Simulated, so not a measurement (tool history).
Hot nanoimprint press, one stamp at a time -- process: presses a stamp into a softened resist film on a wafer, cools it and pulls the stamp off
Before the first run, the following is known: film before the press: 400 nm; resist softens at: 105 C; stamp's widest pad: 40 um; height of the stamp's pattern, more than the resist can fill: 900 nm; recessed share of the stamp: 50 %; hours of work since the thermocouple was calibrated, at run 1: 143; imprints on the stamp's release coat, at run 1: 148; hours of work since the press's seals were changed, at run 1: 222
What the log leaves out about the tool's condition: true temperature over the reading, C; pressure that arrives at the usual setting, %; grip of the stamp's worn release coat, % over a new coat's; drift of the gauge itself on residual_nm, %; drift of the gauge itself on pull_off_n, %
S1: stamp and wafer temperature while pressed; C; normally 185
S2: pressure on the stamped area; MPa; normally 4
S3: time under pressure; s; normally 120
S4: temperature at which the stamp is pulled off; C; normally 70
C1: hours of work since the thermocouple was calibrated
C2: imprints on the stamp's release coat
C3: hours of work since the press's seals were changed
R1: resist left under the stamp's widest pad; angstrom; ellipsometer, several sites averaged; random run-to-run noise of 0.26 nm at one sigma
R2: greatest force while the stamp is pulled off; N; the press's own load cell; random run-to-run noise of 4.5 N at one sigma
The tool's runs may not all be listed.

run 1 hour=0 | S1=185 S2=4 S3=120 S4=70 | C1=143 C2=148 C3=222 | R1=1417 R2=217
run 2 hour=10.3 | S1=185 S2=4 S3=120 S4=61 | C1=150 C2=188 C3=230 | R1=1414 R2=239
run 3 hour=30.4 | S1=185 S2=3.98 S3=120 S4=70 | C1=164 C2=265 C3=244 | R1=1418 R2=229
run 4 hour=41.1 | S1=185 S2=3.98 S3=120 S4=70 | C1=172 C2=306 C3=252 | R1=1423 R2=231
run 5 hour=62 | S1=174 S2=4 S3=120 S4=70 | C1=187 C2=386 C3=267 | R1=1954 R2=227
run 6 hour=78.4 | S1=174 S2=4 S3=120 S4=70 | C1=199 C2=449 C3=278 | R1=1954 R2=227
run 7 hour=91 | S1=185 S2=4 S3=120 S4=70 | C1=208 C2=498 C3=287 | R1=1408 R2=234
run 8 hour=108.3 | S1=185 S2=4 S3=120 S4=70 | C1=220 C2=564 C3=300 | R1=1409 R2=243
run 9 hour=131.1 | S1=185 S2=4 S3=120 S4=70 | C1=236 C2=652 C3=316 | R1=1411 R2=233
run 10 hour=150.8 | S1=185 S2=4 S3=120 S4=70 | C1=250 C2=727 C3=330 | R1=1411 R2=238
run 11 hour=170.2 | S1=185 S2=4 S3=120 S4=70 | C1=264 C2=802 C3=344 | R1=1407 R2=238
run 12 hour=186.9 | S1=185 S2=4 S3=120 S4=70 | C1=276 C2=866 C3=356 | R1=1403 R2=251
run 13 hour=208.7 | S1=185 S2=4 S3=120 S4=70 | C1=292 C2=949 C3=371 | R1=1404 R2=250
run 14 hour=227.6 | S1=185 S2=4 S3=120 S4=70 | C1=305 C2=1022 C3=385 | R1=1405 R2=245
run 15 hour=240.7 | S1=185 S2=4 S3=120 S4=58 | C1=315 C2=1072 C3=394 | R1=1410 R2=262
run 16 hour=257.5 | S1=185 S2=4 S3=120 S4=58 | C1=327 C2=1137 C3=406 | R1=1406 R2=264
run 17 hour=275.6 | S1=180 S2=4 S3=120 S4=61 | C1=340 C2=1206 C3=419 | R1=1623 R2=268
-- hour=281.6 plate thermocouple calibrated
run 18 hour=300.2 | S1=180 S2=4 S3=120 S4=61 | C1=13 C2=1289 C3=435 | R1=1660 R2=270
run 19 hour=312.6 | S1=180 S2=4 S3=120 S4=61 | C1=22 C2=1337 C3=444 | R1=1656 R2=274
run 20 hour=334.2 | S1=192 S2=4 S3=120 S4=64 | C1=38 C2=1420 C3=459 | R1=1179 R2=273
run 21 hour=344.6 | S1=185 S2=5.77 S3=125 S4=70 | C1=45 C2=1460 C3=466 | R1=1160 R2=270
run 22 hour=363.7 | S1=185 S2=4 S3=163 S4=57 | C1=59 C2=1533 C3=480 | R1=1276 R2=284
run 23 hour=380.8 | S1=185 S2=4 S3=163 S4=57 | C1=71 C2=1599 C3=492 | R1=1274 R2=303
run 24 hour=391.2 | S1=185 S2=4 S3=163 S4=57 | C1=78 C2=1639 C3=500 | R1=1269 R2=289
run 25 hour=414.4 | S1=185 S2=4 S3=163 S4=57 | C1=95 C2=1728 C3=516 | R1=1268 R2=300
run 26 hour=427.6 | S1=185 S2=4 S3=163 S4=57 | C1=104 C2=1778 C3=526 | R1=1265 R2=296
run 27 hour=439.7 | S1=195 S2=4.44 S3=77 S4=69 | C1=113 C2=1825 C3=534 | R1=1223 R2=273
run 28 hour=452 | S1=185 S2=3.74 S3=120 S4=70 | C1=122 C2=1872 C3=543 | R1=1481 R2=285
run 29 hour=465.7 | S1=182 S2=2.99 S3=183 S4=73 | C1=132 C2=1925 C3=553 | R1=1545 R2=276

Forecast each of these 3 alternatives for the next run:
run A hour=483.3 | S1=191 S2=3.62 S3=120 S4=67 | C1=144 C2=1992 C3=566 | R1=? R2=?
run B hour=483.3 | S1=181 S2=6.26 S3=120 S4=70 | C1=144 C2=1992 C3=566 | R1=? R2=?
run C hour=483.3 | S1=185 S2=4 S3=120 S4=72 | C1=144 C2=1992 C3=566 | R1=? R2=?

run=A R1=1278 R2=288
run=B R1=1268 R2=284
run=C R1=1428 R2=279
The same runs, with their run-to-run variation unchanged, on a tool lacking any hidden condition would have given:
run=A R1=1265 R2=224
run=B R1=1243 R2=220
run=C R1=1413 R2=216
